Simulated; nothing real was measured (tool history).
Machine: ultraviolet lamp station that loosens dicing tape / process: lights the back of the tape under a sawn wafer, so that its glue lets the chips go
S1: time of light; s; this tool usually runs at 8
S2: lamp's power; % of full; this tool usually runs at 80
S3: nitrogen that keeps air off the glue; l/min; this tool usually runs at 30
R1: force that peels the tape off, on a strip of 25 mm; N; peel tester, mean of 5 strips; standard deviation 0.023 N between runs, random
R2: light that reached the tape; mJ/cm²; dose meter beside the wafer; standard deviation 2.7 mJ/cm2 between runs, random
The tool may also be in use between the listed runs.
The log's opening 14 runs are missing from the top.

run 15 hour=491.5 | S1=8 S2=73 S3=30 | R1=1.680 R2=291
run 16 hour=525.4 | S1=8 S2=80 S3=30 | R1=1.480 R2=321
run 17 hour=547.7 | S1=8 S2=80 S3=30 | R1=1.481 R2=317
run 18 hour=581.4 | S1=8 S2=80 S3=30 | R1=1.472 R2=311
run 19 hour=608.3 | S1=8 S2=80 S3=30 | R1=1.486 R2=318
run 20 hour=649.7 | S1=12 S2=69 S3=30 | R1=0.929 R2=401
run 21 hour=696.1 | S1=12 S2=69 S3=30 | R1=0.922 R2=395
run 22 hour=723.6 | S1=8 S2=78 S3=47 | R1=1.198 R2=298
run 23 hour=772.0 | S1=8 S2=70 S3=55 | R1=1.317 R2=263
run 24 hour=799.9 | S1=7 S2=91 S3=30 | R1=1.642 R2=295
run 25 hour=822.1 | S1=7 S2=91 S3=30 | R1=1.673 R2=293
run 26 hour=846.0 | S1=14 S2=68 S3=26 | R1=0.860 R2=439
run 27 hour=881.1 | S1=5 S2=62 S3=18 | R1=5.055 R2=143
-- hour=904.2 window cleaned of glue's vapour
run 28 hour=928.4 | S1=5 S2=62 S3=18 | R1=4.985 R2=148
run 29 hour=972.9 | S1=8 S2=70 S3=16 | R1=2.942 R2=267
run 30 hour=1008.9 | S1=8 S2=64 S3=16 | R1=3.317 R2=241
run 31 hour=1050.3 | S1=5 S2=64 S3=11 | R1=5.806 R2=146
run 32 hour=1075.2 | S1=12 S2=64 S3=9 | R1=2.760 R2=348
run 33 hour=1111.5 | S1=12 S2=64 S3=9 | R1=2.905 R2=344
run 34 hour=1151.6 | S1=16 S2=80 S3=17 | R1=0.730 R2=572
run 35 hour=1179.9 | S1=5 S2=77 S3=47 | R1=2.900 R2=172
run 36 hour=1223.1 | S1=8 S2=90 S3=24 | R1=1.705 R2=313

What if the next run were any one of these 4? Each begins from the tool's condition after run 36:
run A hour=1255.8 | S1=5 S2=89 S3=17 | R1=? R2=?
run B hour=1255.8 | S1=9 S2=90 S3=24 | R1=? R2=?
run C hour=1255.8 | S1=7 S2=63 S3=24 | R1=? R2=?
run D hour=1255.8 | S1=4 S2=61 S3=24 | R1=? R2=?

run=A R1=4.081 R2=193
run=B R1=1.407 R2=351
run=C R1=3.305 R2=190
run=D R1=5.488 R2=110
With the hidden condition removed and each run's random variation left untouched, the same runs would have given:
run=A R1=3.026 R2=254
run=B R1=0.825 R2=462
run=C R1=2.353 R2=250
run=D R1=4.514 R2=144

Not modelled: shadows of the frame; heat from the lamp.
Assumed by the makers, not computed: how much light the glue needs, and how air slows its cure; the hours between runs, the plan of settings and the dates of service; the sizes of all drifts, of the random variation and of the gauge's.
